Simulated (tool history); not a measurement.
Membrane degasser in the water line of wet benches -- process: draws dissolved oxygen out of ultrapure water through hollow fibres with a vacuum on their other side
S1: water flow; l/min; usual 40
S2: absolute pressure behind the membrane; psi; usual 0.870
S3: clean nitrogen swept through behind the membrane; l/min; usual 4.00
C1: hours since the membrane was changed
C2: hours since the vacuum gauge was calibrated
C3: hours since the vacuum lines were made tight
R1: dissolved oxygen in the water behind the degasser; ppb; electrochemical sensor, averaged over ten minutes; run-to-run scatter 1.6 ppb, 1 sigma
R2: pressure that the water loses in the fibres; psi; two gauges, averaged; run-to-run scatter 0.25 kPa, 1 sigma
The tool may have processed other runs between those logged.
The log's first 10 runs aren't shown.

{"run": 11, "hour": 538.3, "S1": 40, "S2": 0.941, "S3": 4.0, "C1": 729, "C2": 826, "C3": 2659, "R1": 172.2, "R2": 9.773}
{"run": 12, "hour": 592.3, "S1": 40, "S2": 0.941, "S3": 4.0, "C1": 783, "C2": 880, "C3": 2713, "R1": 170.5, "R2": 9.809}
{"run": 13, "hour": 630.6, "S1": 40, "S2": 0.941, "S3": 4.0, "C1": 821, "C2": 919, "C3": 2751, "R1": 172.2, "R2": 9.79}
{"run": 14, "hour": 668.8, "S1": 40, "S2": 0.87, "S3": 4.0, "C1": 859, "C2": 957, "C3": 2789, "R1": 159.3, "R2": 9.834}
{"run": 15, "hour": 713.7, "S1": 56, "S2": 0.87, "S3": 4.0, "C1": 904, "C2": 1002, "C3": 2834, "R1": 385.5, "R2": 13.696}
{"run": 16, "hour": 771.1, "S1": 40, "S2": 0.87, "S3": 4.0, "C1": 962, "C2": 1059, "C3": 2891, "R1": 159.3, "R2": 9.757}
{"run": 17, "hour": 832.8, "S1": 32, "S2": 2.096, "S3": 6.81, "C1": 1023, "C2": 1121, "C3": 2953, "R1": 162.3, "R2": 7.851}
{"run": 18, "hour": 881.0, "S1": 26, "S2": 1.738, "S3": 7.72, "C1": 1072, "C2": 1169, "C3": 3001, "R1": 84.3, "R2": 6.353}
{"run": 19, "hour": 934.2, "S1": 26, "S2": 1.738, "S3": 7.72, "C1": 1125, "C2": 1222, "C3": 3054, "R1": 84.6, "R2": 6.414}
{"run": 20, "hour": 972.6, "S1": 30, "S2": 1.92, "S3": 1.61, "C1": 1163, "C2": 1261, "C3": 3093, "R1": 429.2, "R2": 7.333}
{"run": 21, "hour": 1041.6, "S1": 40, "S2": 0.756, "S3": 4.12, "C1": 1232, "C2": 1330, "C3": 3162, "R1": 140.1, "R2": 9.77}
{"run": 22, "hour": 1080.9, "S1": 38, "S2": 0.73, "S3": 4.12, "C1": 1272, "C2": 1369, "C3": 3201, "R1": 117.8, "R2": 9.329}
{"run": 23, "hour": 1149.8, "S1": 38, "S2": 0.73, "S3": 4.12, "C1": 1340, "C2": 1438, "C3": 3270, "R1": 118.6, "R2": 9.306}
{"run": 24, "hour": 1209.1, "S1": 40, "S2": 0.598, "S3": 4.0, "C1": 1400, "C2": 1497, "C3": 3329, "R1": 116.2, "R2": 9.778}
{"run": 25, "hour": 1268.9, "S1": 40, "S2": 0.598, "S3": 4.0, "C1": 1460, "C2": 1557, "C3": 3389, "R1": 115.9, "R2": 9.857}
{"run": 26, "hour": 1319.3, "S1": 40, "S2": 0.598, "S3": 4.37, "C1": 1510, "C2": 1607, "C3": 3440, "R1": 115.2, "R2": 9.845}
{"run": 27, "hour": 1370.5, "S1": 40, "S2": 0.598, "S3": 4.37, "C1": 1561, "C2": 1658, "C3": 3491, "R1": 117.5, "R2": 9.773}
{"run": 28, "hour": 1433.4, "S1": 40, "S2": 0.718, "S3": 7.02, "C1": 1624, "C2": 1721, "C3": 3554, "R1": 119.5, "R2": 9.815}
{"run": 29, "hour": 1462.2, "S1": 40, "S2": 0.718, "S3": 7.02, "C1": 1653, "C2": 1750, "C3": 3582, "R1": 120.8, "R2": 9.832}
{"run": 30, "hour": 1495.4, "S1": 27, "S2": 0.875, "S3": 2.45, "C1": 1686, "C2": 1783, "C3": 3616, "R1": 86.9, "R2": 6.63}
{"run": 31, "hour": 1561.4, "S1": 25, "S2": 0.666, "S3": 5.38, "C1": 1752, "C2": 1849, "C3": 3682, "R1": 25.6, "R2": 6.115}

Predict the results of run 32:
{"run": 32, "hour": 1614.9, "S1": 25, "S2": 1.89, "S3": 3.05, "C1": 1806, "C2": 1903, "C3": 3735, "R1": "?", "R2": "?"}

{"run 32": {"R1": 197.4, "R2": 6.112}}
With no hidden state in the tool, this same run would have given R1 197.2 ppb, R2 6.110 psi.
